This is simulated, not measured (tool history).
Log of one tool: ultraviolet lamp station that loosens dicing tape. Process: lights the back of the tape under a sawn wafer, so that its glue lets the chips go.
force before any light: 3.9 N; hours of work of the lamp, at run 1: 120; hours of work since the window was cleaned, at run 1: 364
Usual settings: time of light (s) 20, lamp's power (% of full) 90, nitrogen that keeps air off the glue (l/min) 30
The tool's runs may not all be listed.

| run | hour | time of light (s) | lamp's power (% of full) | nitrogen that keeps air off the glue (l/min) | hours of work of the lamp | hours of work since the window was cleaned | force that peels the tape off (N) | light that reached the tape (J/m2) |
|---|---|---|---|---|---|---|---|---|
| 1 | 0.0 | 20 | 90 | 30 | 120 | 364 | 0.478 | 3230 |
| 2 | 13.1 | 18 | 90 | 30 | 128 | 371 | 0.584 | 2890 |
| 3 | 25.0 | 20 | 90 | 30 | 134 | 378 | 0.507 | 3250 |
| 4 | 34.7 | 20 | 90 | 30 | 139 | 383 | 0.496 | 3260 |
| 5 | 47.6 | 20 | 90 | 30 | 146 | 390 | 0.512 | 3230 |
| 6 | 62.4 | 20 | 90 | 25 | 155 | 398 | 0.546 | 3190 |
| 7 | 74.4 | 20 | 90 | 25 | 161 | 405 | 0.544 | 3180 |
| 8 | 82.7 | 20 | 90 | 14 | 166 | 409 | 0.748 | 3170 |
| 9 | 92.7 | 20 | 89 | 30 | 171 | 415 | 0.516 | 3070 |
| 10 | 106.4 | 20 | 89 | 30 | 179 | 422 | 0.553 | 3040 |
| 11 | 122.6 | 24 | 90 | 30 | 188 | 431 | 0.385 | 3680 |
| 12 | 133.7 | 24 | 90 | 30 | 194 | 437 | 0.391 | 3730 |
| 13 | 141.6 | 20 | 90 | 30 | 198 | 442 | 0.548 | 3060 |
| 14 | 152.5 | 20 | 90 | 30 | 204 | 448 | 0.552 | 3050 |
| 15 | 170.1 | 20 | 90 | 30 | 214 | 457 | 0.553 | 3070 |
| 16 | 187.9 | 20 | 90 | 30 | 223 | 467 | 0.553 | 3050 |
| 17 | 196.8 | 20 | 90 | 30 | 228 | 472 | 0.537 | 3030 |
| 18 | 207.2 | 20 | 90 | 21 | 234 | 478 | 0.664 | 3040 |
| 19 | 220.9 | 20 | 90 | 21 | 241 | 485 | 0.656 | 2970 |
| 20 | 236.5 | 20 | 90 | 21 | 250 | 494 | 0.655 | 2970 |
| 21 | 255.3 | 20 | 90 | 21 | 260 | 504 | 0.652 | 2980 |
| 22 | 269.3 | 20 | 90 | 30 | 268 | 512 | 0.582 | 2920 |
| 23 | 279.2 | 20 | 90 | 30 | 273 | 517 | 0.569 | 2930 |
| 24 | 294.0 | 16 | 99 | 13 | 282 | 525 | 0.989 | 2540 |
| 25 | 302.3 | 16 | 99 | 12 | 286 | 530 | 1.035 | 2540 |
| 26 | 314.3 | 20 | 74 | 16 | 293 | 536 | 1.022 | 2360 |
| 27 | 330.3 | 20 | 74 | 11 | 301 | 545 | 1.176 | 2400 |
| 28 | 348.6 | 15 | 74 | 13 | 312 | 555 | 1.526 | 1750 |
| 29 | 366.0 | 15 | 74 | 13 | 321 | 565 | 1.551 | 1720 |
| 30 | 383.3 | 15 | 74 | 13 | 331 | 574 | 1.532 | 1730 |
| 31 | 397.6 | 11 | 71 | 10 | 338 | 582 | 2.159 | 1220 |
| 32 | 412.0 | 11 | 71 | 10 | 346 | 590 | 2.156 | 1230 |
| 33 | 430.9 | 14 | 90 | 46 | 357 | 600 | 0.940 | 1900 |
| 34 | 449.4 | 14 | 90 | 46 | 367 | 611 | 0.971 | 1910 |
| 35 | 461.1 | 32 | 67 | 30 | 373 | 617 | 0.529 | 3260 |
| 36 | 471.1 | 32 | 67 | 30 | 379 | 622 | 0.512 | 3260 |
| 37 | 487.7 | 32 | 67 | 15 | 388 | 632 | 0.707 | 3200 |
| 38 | 498.9 | 16 | 72 | 11 | 394 | 638 | 1.616 | 1670 |
|  | 504.3 | window cleaned of glue's vapour |
| 39 | 515.5 | 39 | 90 | 60 | 403 | 6 | 0.156 | 5660 |
| 40 | 527.8 | 19 | 90 | 17 | 409 | 13 | 0.785 | 2770 |
| 41 | 537.8 | 12 | 69 | 30 | 415 | 18 | 1.569 | 1320 |
| 42 | 554.4 | 12 | 70 | 11 | 424 | 27 | 1.895 | 1370 |
| 43 | 567.0 | 20 | 90 | 48 | 431 | 34 | 0.517 | 2890 |
| 44 | 576.9 | 37 | 66 | 51 | 436 | 40 | 0.295 | 3900 |

Below are 3 alternative next runs, each starting from the tool's condition after run 44. Predict each:
| A | 586.1 | 27 | 90 | 20 | 441 | 45 | ? | ? |
| B | 586.1 | 37 | 72 | 49 | 441 | 45 | ? | ? |
| C | 586.1 | 37 | 90 | 51 | 441 | 45 | ? | ? |

| run | force that peels the tape off (N) | light that reached the tape (J/m2) |
|---|---|---|
| A | 0.453 | 3860 |
| B | 0.250 | 4310 |
| C | 0.170 | 5230 |
With the hidden condition removed and each run's random variation left untouched, the same runs would have given:
| run | force that peels the tape off (N) | light that reached the tape (J/m2) |
|---|---|---|
| A | 0.272 | 5110 |
| B | 0.164 | 5690 |
| C | 0.130 | 6920 |

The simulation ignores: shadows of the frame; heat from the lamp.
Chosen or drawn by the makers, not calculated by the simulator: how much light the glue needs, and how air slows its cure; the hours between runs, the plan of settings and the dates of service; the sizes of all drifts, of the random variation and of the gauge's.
